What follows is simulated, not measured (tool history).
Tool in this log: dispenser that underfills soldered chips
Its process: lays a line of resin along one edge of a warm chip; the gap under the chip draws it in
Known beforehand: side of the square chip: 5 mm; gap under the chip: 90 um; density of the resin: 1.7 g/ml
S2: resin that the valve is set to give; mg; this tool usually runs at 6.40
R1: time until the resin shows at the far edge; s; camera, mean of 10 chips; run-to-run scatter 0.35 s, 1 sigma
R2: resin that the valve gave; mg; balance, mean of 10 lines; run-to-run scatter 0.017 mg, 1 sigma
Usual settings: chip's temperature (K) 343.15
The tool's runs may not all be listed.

Run 1, hour 0.0: usual settings. Result: R1 21.6 s, R2 6.15 mg.
Run 2, hour 4.8: usual settings. Result: R1 19.9 s, R2 6.15 mg.
Run 3, hour 10.2: usual settings but chip's temperature (K) 337.15. Result: R1 27.8 s, R2 6.13 mg.
Run 4, hour 15.1: usual settings. Result: R1 19.4 s, R2 6.13 mg.
Run 5, hour 19.3: usual settings. Result: R1 21.0 s, R2 6.11 mg.
Run 6, hour 24.6: usual settings. Result: R1 18.8 s, R2 6.10 mg.
Run 7, hour 31.7: usual settings. Result: R1 21.7 s, R2 6.42 mg.
Run 8, hour 38.2: usual settings. Result: R1 19.4 s, R2 6.39 mg.
Run 9, hour 43.4: usual settings. Result: R1 22.1 s, R2 6.35 mg.
Run 10, hour 49.6: usual settings but S2 6.45 mg. Result: R1 19.1 s, R2 6.41 mg.
Run 11, hour 57.5: usual settings but S2 6.45 mg. Result: R1 18.8 s, R2 6.40 mg.
Run 12, hour 64.1: usual settings but S2 6.45 mg. Result: R1 21.9 s, R2 6.42 mg.
Run 13, hour 68.9: usual settings but chip's temperature (K) 334.15, S2 6.45 mg. Result: R1 25.3 s, R2 6.38 mg.
Run 14, hour 75.8: usual settings but chip's temperature (K) 355.15. Result: R1 14.8 s, R2 6.34 mg.
Run 15, hour 82.3: usual settings but chip's temperature (K) 355.15. Result: R1 13.5 s, R2 6.33 mg.
Run 16, hour 88.4: usual settings but S2 5.72 mg. Result: R1 23.7 s, R2 5.64 mg.
Run 17, hour 93.8: usual settings but S2 5.72 mg. Result: R1 21.8 s, R2 5.63 mg.
Run 18, hour 97.7: usual settings but chip's temperature (K) 338.15. Result: R1 26.5 s, R2 6.31 mg.
Run 19, hour 102.5: usual settings but chip's temperature (K) 348.15, S2 6.02 mg. Result: R1 16.7 s, R2 5.90 mg.
Run 20, hour 109.6: usual settings but chip's temperature (K) 355.15, S2 8.03 mg. Result: R1 15.6 s, R2 7.85 mg.
Run 21, hour 115.6: usual settings but chip's temperature (K) 355.15, S2 8.03 mg. Result: R1 14.5 s, R2 7.85 mg.
Run 22, hour 119.5: usual settings but chip's temperature (K) 344.15, S2 7.69 mg. Result: R1 21.2 s, R2 7.53 mg.
Run 23, hour 128.6: usual settings but chip's temperature (K) 334.15, S2 5.48 mg. Result: R1 29.3 s, R2 5.38 mg.
Run 24, hour 135.6: usual settings but chip's temperature (K) 352.15. Result: R1 14.9 s, R2 6.25 mg.
Run 25, hour 141.2: usual settings but S2 7.65 mg. Result: R1 22.2 s, R2 7.43 mg.
Run 26, hour 148.3: usual settings but S2 7.65 mg. Result: R1 20.6 s, R2 7.45 mg.
Run 27, hour 153.5: usual settings but chip's temperature (K) 351.15, S2 7.49 mg. Result: R1 17.7 s, R2 7.26 mg.
Run 28, hour 158.1: usual settings but chip's temperature (K) 329.15, S2 7.49 mg. Result: R1 32.1 s, R2 7.27 mg.
Run 29, hour 165.6: usual settings but chip's temperature (K) 349.15, S2 5.95 mg. Result: R1 15.9 s, R2 5.76 mg.
Run 30, hour 174.2: usual settings but chip's temperature (K) 344.15, S2 7.66 mg. Result: R1 22.3 s, R2 7.41 mg.
Run 31, hour 181.6: usual settings but chip's temperature (K) 344.15, S2 7.66 mg. Result: R1 20.0 s, R2 7.36 mg.
Run 32, hour 187.7: usual settings but chip's temperature (K) 355.15, S2 6.38 mg. Result: R1 12.7 s, R2 6.15 mg.
Run 33, hour 191.7: usual settings but chip's temperature (K) 338.15, S2 7.25 mg. Result: R1 23.9 s, R2 6.98 mg.
Run 34, hour 199.5: usual settings but chip's temperature (K) 357.15, S2 7.25 mg. Result: R1 12.6 s, R2 6.93 mg.
Run 35, hour 205.5: usual settings but chip's temperature (K) 357.15, S2 7.25 mg. Result: R1 13.8 s, R2 6.96 mg.

Withheld: 20 entries from between the runs. Position of each, and hidden state at the listed run before versus the listed run after:
Logged between run 1 and run 2: new syringe of resin (hour 1.7)
  resin's viscosity, % of fresh resin's: 121.2 -> 109.1; dose that the valve gives, % of what is set: 96.05 -> 95.96; true chip temperature over the reading, C: -0.56 -> -0.57
  measured minus no-state result, R1: +4.3 -> +2.1 s; R2: -0.25 -> -0.26 mg
Logged between run 3 and run 4: new syringe of resin (hour 12.4)
  resin's viscosity, % of fresh resin's: 122.4 -> 106; dose that the valve gives, % of what is set: 95.82 -> 95.71; true chip temperature over the reading, C: -0.59 -> -0.61
  measured minus no-state result, R1: +5.7 -> +1.6 s; R2: -0.26 -> -0.27 mg
Logged between run 5 and run 6: new syringe of resin (hour 23.1)
  resin's viscosity, % of fresh resin's: 115.9 -> 102.4; dose that the valve gives, % of what is set: 95.61 -> 95.49; true chip temperature over the reading, C: -0.62 -> -0.64
  measured minus no-state result, R1: +3.4 -> +0.9 s; R2: -0.28 -> -0.28 mg
Logged between run 6 and run 7: dispensing valve cleaned and set on the balance (hour 29.3)
  resin's viscosity, % of fresh resin's: 102.4 -> 116.5; dose that the valve gives, % of what is set: 95.49 -> 99.96; true chip temperature over the reading, C: -0.64 -> -0.66
  measured minus no-state result, R1: +0.9 -> +3.4 s; R2: -0.28 -> -0.01 mg
Logged between run 7 and run 8: new syringe of resin (hour 35.3)
  resin's viscosity, % of fresh resin's: 116.5 -> 105.9; dose that the valve gives, % of what is set: 99.96 -> 99.81; true chip temperature over the reading, C: -0.66 -> -0.69
  measured minus no-state result, R1: +3.4 -> +1.5 s; R2: -0.01 -> -0.01 mg
Logged between run 9 and run 10: new syringe of resin (hour 46.4)
  resin's viscosity, % of fresh resin's: 118.4 -> 105.3; dose that the valve gives, % of what is set: 99.7 -> 99.56; true chip temperature over the reading, C: -0.71 -> -0.73
  measured minus no-state result, R1: +3.9 -> +1.4 s; R2: -0.02 -> -0.03 mg
Logged between run 10 and run 11: new syringe of resin (hour 57.1)
  resin's viscosity, % of fresh resin's: 105.3 -> 101; dose that the valve gives, % of what is set: 99.56 -> 99.37; true chip temperature over the reading, C: -0.73 -> -0.75
  measured minus no-state result, R1: +1.4 -> +0.7 s; R2: -0.03 -> -0.04 mg
Logged between run 12 and run 13: new syringe of resin (hour 68.0)
  resin's viscosity, % of fresh resin's: 116.3 -> 102.3; dose that the valve gives, % of what is set: 99.21 -> 99.1; true chip temperature over the reading, C: -0.78 -> -0.8
  measured minus no-state result, R1: +3.6 -> +1.2 s; R2: -0.05 -> -0.06 mg
Logged between run 14 and run 15: new syringe of resin (hour 78.6)
  resin's viscosity, % of fresh resin's: 118.7 -> 107.8; dose that the valve gives, % of what is set: 98.93 -> 98.79; true chip temperature over the reading, C: -0.82 -> -0.84
  measured minus no-state result, R1: +2.7 -> +1.3 s; R2: -0.07 -> -0.08 mg
Logged between run 16 and run 17: new syringe of resin (hour 89.4)
  resin's viscosity, % of fresh resin's: 122.6 -> 111.6; dose that the valve gives, % of what is set: 98.65 -> 98.52; true chip temperature over the reading, C: -0.86 -> -0.88
  measured minus no-state result, R1: +4.9 -> +2.8 s; R2: -0.08 -> -0.09 mg
Logged between run 18 and run 19: new syringe of resin (hour 100.4)
  resin's viscosity, % of fresh resin's: 121.3 -> 106; dose that the valve gives, % of what is set: 98.43 -> 98.32; true chip temperature over the reading, C: -0.9 -> -0.91
  measured minus no-state result, R1: +5.3 -> +1.5 s; R2: -0.10 -> -0.11 mg
Logged between run 20 and run 21: new syringe of resin (hour 111.1)
  resin's viscosity, % of fresh resin's: 123.2 -> 109.1; dose that the valve gives, % of what is set: 98.14 -> 97.99; true chip temperature over the reading, C: -0.94 -> -0.96
  measured minus no-state result, R1: +3.2 -> +1.5 s; R2: -0.15 -> -0.16 mg
Logged between run 22 and run 23: new syringe of resin (hour 121.8)
  resin's viscosity, % of fresh resin's: 118.7 -> 114.9; dose that the valve gives, % of what is set: 97.9 -> 97.7; true chip temperature over the reading, C: -0.97 -> -1.01
  measured minus no-state result, R1: +3.9 -> +4.7 s; R2: -0.16 -> -0.12 mg
Logged between run 23 and run 24: new syringe of resin (hour 132.8)
  resin's viscosity, % of fresh resin's: 114.9 -> 106; dose that the valve gives, % of what is set: 97.7 -> 97.54; true chip temperature over the reading, C: -1.01 -> -1.03
  measured minus no-state result, R1: +4.7 -> +1.3 s; R2: -0.12 -> -0.15 mg
Logged between run 25 and run 26: new syringe of resin (hour 143.6)
  resin's viscosity, % of fresh resin's: 119.4 -> 109.9; dose that the valve gives, % of what is set: 97.41 -> 97.25; true chip temperature over the reading, C: -1.05 -> -1.08
  measured minus no-state result, R1: +4.2 -> +2.6 s; R2: -0.20 -> -0.21 mg
Logged between run 27 and run 28: new syringe of resin (hour 154.4)
  resin's viscosity, % of fresh resin's: 122.9 -> 108.5; dose that the valve gives, % of what is set: 97.12 -> 97.02; true chip temperature over the reading, C: -1.1 -> -1.11
  measured minus no-state result, R1: +3.8 -> +3.7 s; R2: -0.21 -> -0.23 mg
Logged between run 28 and run 29: new syringe of resin (hour 165.2)
  resin's viscosity, % of fresh resin's: 108.5 -> 102.1; dose that the valve gives, % of what is set: 97.02 -> 96.87; true chip temperature over the reading, C: -1.11 -> -1.14
  measured minus no-state result, R1: +3.7 -> +1.0 s; R2: -0.23 -> -0.19 mg
Logged between run 30 and run 31: new syringe of resin (hour 176.4)
  resin's viscosity, % of fresh resin's: 122.6 -> 110.2; dose that the valve gives, % of what is set: 96.67 -> 96.51; true chip temperature over the reading, C: -1.17 -> -1.19
  measured minus no-state result, R1: +4.8 -> +2.6 s; R2: -0.25 -> -0.27 mg
Logged between run 31 and run 32: new syringe of resin (hour 187.2)
  resin's viscosity, % of fresh resin's: 110.2 -> 99.2; dose that the valve gives, % of what is set: 96.51 -> 96.39; true chip temperature over the reading, C: -1.19 -> -1.21
  measured minus no-state result, R1: +2.6 -> +0.4 s; R2: -0.27 -> -0.23 mg
Logged between run 33 and run 34: new syringe of resin (hour 198.1)
  resin's viscosity, % of fresh resin's: 108.2 -> 103.6; dose that the valve gives, % of what is set: 96.29 -> 96.12; true chip temperature over the reading, C: -1.23 -> -1.26
  measured minus no-state result, R1: +2.7 -> +0.9 s; R2: -0.26 -> -0.28 mg

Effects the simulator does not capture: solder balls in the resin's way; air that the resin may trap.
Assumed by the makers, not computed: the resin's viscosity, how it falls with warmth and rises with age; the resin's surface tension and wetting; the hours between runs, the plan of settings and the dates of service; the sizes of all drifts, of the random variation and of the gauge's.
